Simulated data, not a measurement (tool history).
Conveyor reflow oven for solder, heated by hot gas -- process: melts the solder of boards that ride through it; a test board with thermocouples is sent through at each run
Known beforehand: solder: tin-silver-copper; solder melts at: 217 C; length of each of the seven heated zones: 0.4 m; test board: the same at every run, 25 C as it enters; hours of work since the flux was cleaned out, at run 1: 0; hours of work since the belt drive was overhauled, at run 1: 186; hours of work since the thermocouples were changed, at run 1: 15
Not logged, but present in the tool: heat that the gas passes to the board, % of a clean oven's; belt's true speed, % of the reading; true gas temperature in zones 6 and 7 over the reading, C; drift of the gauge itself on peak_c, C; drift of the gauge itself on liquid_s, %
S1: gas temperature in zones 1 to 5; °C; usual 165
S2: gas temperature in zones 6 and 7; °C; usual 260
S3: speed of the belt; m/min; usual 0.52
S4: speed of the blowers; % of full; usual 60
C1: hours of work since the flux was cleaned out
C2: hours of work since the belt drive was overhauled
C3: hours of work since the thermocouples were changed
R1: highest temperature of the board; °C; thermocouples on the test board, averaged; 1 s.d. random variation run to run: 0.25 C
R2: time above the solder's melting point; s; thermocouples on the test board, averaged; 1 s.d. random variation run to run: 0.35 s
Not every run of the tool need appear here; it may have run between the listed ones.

Run 1, hour 0: usual settings; C1 0; C2 186; C3 15. Result: R1 244.6 °C, R2 58.1 s.
Run 2, hour 59.3: usual settings but S3 0.435 m/min; C1 35; C2 220; C3 50. Result: R1 249.2 °C, R2 79.1 s.
Run 3, hour 125.9: usual settings; C1 73; C2 259; C3 89. Result: R1 244.9 °C, R2 58.2 s.
Run 4, hour 172.8: usual settings; C1 101; C2 287; C3 116. Result: R1 244.5 °C, R2 58.1 s.
Run 5, hour 218.3: usual settings; C1 127; C2 313; C3 143. Result: R1 244.7 °C, R2 57.9 s.
Run 6, hour 249.1: usual settings; C1 145; C2 331; C3 161. Result: R1 244.6 °C, R2 57.8 s.
Run 7, hour 308.1: usual settings; C1 180; C2 366; C3 195. Result: R1 244.2 °C, R2 58 s.
Run 8, hour 351: usual settings; C1 205; C2 391; C3 220. Result: R1 244.1 °C, R2 57.8 s.
Run 9, hour 389.1: usual settings; C1 227; C2 413; C3 242. Result: R1 244.5 °C, R2 58.8 s.
Run 10, hour 421.8: usual settings but S1 156 °C, S3 0.447 m/min, S4 70 % of full; C1 246; C2 432; C3 261. Result: R1 250.1 °C, R2 73.5 s.
Run 11, hour 455.5: usual settings but S1 156 °C, S3 0.447 m/min, S4 70 % of full; C1 266; C2 452; C3 281. Result: R1 250.2 °C, R2 73.5 s.
Run 12, hour 518: usual settings but S1 156 °C, S3 0.447 m/min, S4 70 % of full; C1 302; C2 488; C3 317. Result: R1 249.9 °C, R2 74.6 s.
Run 13, hour 563.4: usual settings but S4 66 % of full; C1 329; C2 515; C3 344. Result: R1 246.2 °C, R2 60.4 s.
Run 14, hour 593.9: usual settings but S2 249 °C, S4 66 % of full; C1 346; C2 532; C3 362. Result: R1 236.2 °C, R2 48.3 s.
Run 15, hour 640.2: usual settings but S1 158 °C, S2 264 °C, S3 0.532 m/min, S4 78 % of full; C1 374; C2 559; C3 389. Result: R1 249.9 °C, R2 62.2 s.
Run 16, hour 695.5: usual settings but S1 166 °C, S2 271 °C, S3 0.511 m/min, S4 58 % of full; C1 406; C2 592; C3 421. Result: R1 254 °C, R2 69.1 s.
At hour 745.8: flux residue cleaned out of gas plates and filters.
Run 17, hour 745.8: usual settings but S1 163 °C, S3 0.552 m/min; C1 0; C2 618; C3 447. Result: R1 243.7 °C, R2 53.5 s.

4 ways to go on from here, each from the tool as it stands after run 17. What would each give?
Run A, hour 774.7: usual settings but S1 174 °C, S3 0.564 m/min; C1 17; C2 635; C3 464. Result: R1 ?, R2 ?.
Run B, hour 774.7: usual settings but S1 158 °C, S2 250 °C; C1 17; C2 635; C3 464. Result: R1 ?, R2 ?.
Run C, hour 774.7: usual settings but S3 0.581 m/min, S4 83 % of full; C1 17; C2 635; C3 464. Result: R1 ?, R2 ?.
Run D, hour 774.7: usual settings but S1 166 °C, S2 254 °C, S3 0.552 m/min; C1 17; C2 635; C3 464. Result: R1 ?, R2 ?.

run     R1    R2
  A  245.4  57.7
  B  236.8  45.7
  C    249  57.6
  D  239.3    49
Without the tool's unlogged condition, the same runs would have read:
run     R1    R2
  A  243.4    55
  B  234.8  42.2
  C    247  55.3
  D  237.3  45.9

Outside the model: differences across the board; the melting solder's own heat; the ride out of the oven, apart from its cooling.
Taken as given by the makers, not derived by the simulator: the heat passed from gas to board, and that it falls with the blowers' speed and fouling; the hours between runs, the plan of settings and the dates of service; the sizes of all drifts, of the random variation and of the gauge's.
